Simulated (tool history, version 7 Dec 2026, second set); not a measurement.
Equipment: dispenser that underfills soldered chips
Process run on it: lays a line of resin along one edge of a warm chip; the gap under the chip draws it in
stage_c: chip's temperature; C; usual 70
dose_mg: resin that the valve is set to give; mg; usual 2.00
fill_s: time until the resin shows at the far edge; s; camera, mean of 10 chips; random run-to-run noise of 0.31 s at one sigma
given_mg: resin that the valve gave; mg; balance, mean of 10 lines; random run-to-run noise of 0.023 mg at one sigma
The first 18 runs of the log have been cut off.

run   hour  stage_c  dose_mg  hours of work since the syringe was changed  hours of work since the valve was cleaned  hours of work since the stage was calibrated  fill_s  given_mg
     101.6  -- new syringe of resin
 19  101.6       63     2.02                                            0                                         87                                            82    11.4      1.96
 20  108.6       63     2.02                                            5                                         92                                            87    16.1      1.91
 21  113.7       63     2.34                                            8                                         96                                            91    20.7      2.21
     115.9  -- new syringe of resin
 22  118.0       63     2.34                                            1                                         98                                            94    12.2      2.27
 23  124.5       69     2.34                                            6                                        103                                            98    13.8      2.19
     130.3  -- new syringe of resin
 24  131.8       69     2.34                                            1                                        108                                           103     9.6      2.23
 25  138.9       67     1.81                                            6                                        113                                           108    16.0      1.72
     144.6  -- new syringe of resin
 26  145.7       67     1.81                                            1                                        117                                           112    11.3      1.68
 27  152.7       77     2.42                                            6                                        122                                           117    10.7      2.26
     159.1  -- new syringe of resin
 28  159.2       77     2.42                                            0                                        126                                           122     7.0      2.22
 29  162.3       61     2.17                                            2                                        129                                           124    13.4      2.01
 30  168.2       56     2.22                                            6                                        133                                           128    21.4      2.03
     173.1  -- dispensing valve cleaned and set on the balance
 31  173.9       65     2.00                                           10                                          1                                           131    20.2      1.93
     174.5  -- new syringe of resin
 32  179.9       58     2.58                                            4                                          4                                           135    16.7      2.56
 33  185.8       62     2.50                                            8                                          9                                           139    19.0      2.51
     189.0  -- new syringe of resin
 34  189.0       75     2.31                                            0                                         11                                           141     7.6      2.31
 35  193.3       75     1.90                                            3                                         14                                           144     9.7      1.87

Below are 4 alternative next runs, each starting from the tool's condition after run 35. Predict each:
  A  199.1       64     2.16                                            7                                         18                                           148       ?         ?
  B  199.1       70     2.22                                            7                                         18                                           148       ?         ?
  C  199.1       75     2.34                                            7                                         18                                           148       ?         ?
  D  199.1       75     1.85                                            7                                         18                                           148       ?         ?

run  fill_s  given_mg
  A    17.6      2.10
  B    14.6      2.18
  C    12.2      2.30
  D    12.8      1.80
What these runs would have given with no unlogged condition in the tool:
run  fill_s  given_mg
  A    10.9      2.13
  B     9.0      2.20
  C     7.5      2.33
  D     7.8      1.82
